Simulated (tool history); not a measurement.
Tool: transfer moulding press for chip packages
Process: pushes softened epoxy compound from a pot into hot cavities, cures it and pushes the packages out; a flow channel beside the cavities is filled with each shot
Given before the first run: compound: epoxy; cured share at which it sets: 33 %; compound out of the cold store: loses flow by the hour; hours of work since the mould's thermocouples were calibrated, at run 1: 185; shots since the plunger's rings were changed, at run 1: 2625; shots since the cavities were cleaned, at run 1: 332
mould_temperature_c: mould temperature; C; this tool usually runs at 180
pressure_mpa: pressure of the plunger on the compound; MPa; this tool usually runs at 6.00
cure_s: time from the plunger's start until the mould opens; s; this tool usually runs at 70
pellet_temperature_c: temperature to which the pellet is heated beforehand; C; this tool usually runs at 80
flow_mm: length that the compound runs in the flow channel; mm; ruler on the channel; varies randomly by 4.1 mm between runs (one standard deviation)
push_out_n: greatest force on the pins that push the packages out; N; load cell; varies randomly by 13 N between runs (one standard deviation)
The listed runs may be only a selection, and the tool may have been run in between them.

run   hour  mould_temperature_c  pressure_mpa  cure_s  pellet_temperature_c  hours of work since the mould's thermocouples were calibrated  shots since the plunger's rings were changed  shots since the cavities were cleaned  incoming compound's hours out of the cold store  flow_mm  push_out_n
  1    0.0                  180          6.00      70                    80                                                            185                                          2625                                    332                                             43.4      538         784
  2    5.3                  180          6.00      70                    80                                                            188                                          2691                                    398                                             19.3      573         809
  3   11.1                  180          6.00      70                    80                                                            191                                          2763                                    470                                             21.7      571         830
  4   21.5                  180          6.00      70                    73                                                            197                                          2893                                    600                                             35.7      546         876
  5   29.8                  180          6.00      70                    73                                                            201                                          2996                                    703                                             24.5      570         907
  6   39.4                  180          6.00      70                    73                                                            207                                          3116                                    823                                             17.9      574         972
  7   45.7                  180          6.00      70                    75                                                            210                                          3194                                    901                                             17.9      574         971
  8   51.1                  180          6.00      70                    80                                                            213                                          3262                                    969                                              8.6      589        1003
      56.5  -- cavities cleaned with cleaning compound and waxed
  9   58.5                  180          6.26      70                    80                                                            217                                          3335                                     25                                             33.5      565        1029
 10   66.8                  180          6.26      59                    80                                                            221                                          3439                                    129                                             23.0      574        1564
      79.4  -- plunger's sealing rings changed
 11   79.7                  180          6.26      59                    80                                                            227                                             4                                    258                                             14.5      617        1573
 12   88.6                  180          6.00      70                    80                                                            232                                           115                                    369                                             34.7      575        1032
 13   94.8                  180          6.00      70                    80                                                            236                                           193                                    447                                             41.0      563        1060
 14  105.2                  180          6.00      70                    80                                                            241                                           322                                    576                                             31.2      576        1051
 15  114.6                  180          6.00      70                    80                                                            247                                           439                                    693                                             45.1      557        1050
 16  121.3                  180          6.00      74                    79                                                            250                                           523                                    777                                             24.2      587         976
     123.6  -- cavities cleaned with cleaning compound and waxed, once more
 17  131.7                  180          6.00      72                    88                                                            255                                           634                                    101                                             32.0      571         664
 18  140.1                  180          7.14      72                    80                                                            260                                           739                                    206                                             25.9      637         736
 19  145.8                  180          6.00      70                    75                                                            263                                           809                                    276                                             26.0      579         772
 20  152.0                  178          6.00      70                    80                                                            267                                           886                                    353                                             24.7      585         905
 21  163.5                  178          6.00      70                    80                                                            273                                          1030                                    497                                             41.9      562         926
 22  175.5                  178          6.00      70                    80                                                            280                                          1179                                    646                                             15.1      604        1001
 23  181.7                  175          6.00      70                    80                                                            283                                          1257                                    724                                              8.0      616        1345
 24  189.0                  174          6.16      70                    90                                                            287                                          1348                                    815                                              9.8      622        1409
 25  197.3                  178          6.00      71                    80                                                            292                                          1451                                    918                                             13.9      597        1086
 26  203.2                  180          5.00      97                    84                                                            295                                          1525                                    992                                             41.2      505         695
     207.3  -- cavities cleaned with cleaning compound and waxed
 27  212.8                  177          5.66      51                    80                                                            300                                          1626                                     69                                             14.5      574        1739
 28  219.2                  178          5.73      83                    80                                                            303                                          1706                                    149                                             42.9      546         576
 29  227.6                  185          4.77     104                    71                                                            308                                          1810                                    253                                             42.5      486         563

Below are 4 alternative next runs, each starting from the tool's condition after run 29. Predict each:
  A  236.3                  180          5.77      70                    80                                                            313                                          1919                                    362                                             19.8        ?           ?
  B  236.3                  183          6.00      70                    80                                                            313                                          1919                                    362                                             40.1        ?           ?
  C  236.3                  180          6.00      58                    70                                                            313                                          1919                                    362                                             41.7        ?           ?
  D  236.3                  186          5.71     104                    81                                                            313                                          1919                                    362                                             13.8        ?           ?

run  flow_mm  push_out_n
  A      572         791
  B      549         699
  C      550        1193
  D      553         580
With no hidden state in the tool, these same runs would have given:
run  flow_mm  push_out_n
  A      589         633
  B      565         552
  C      566         964
  D      569         446
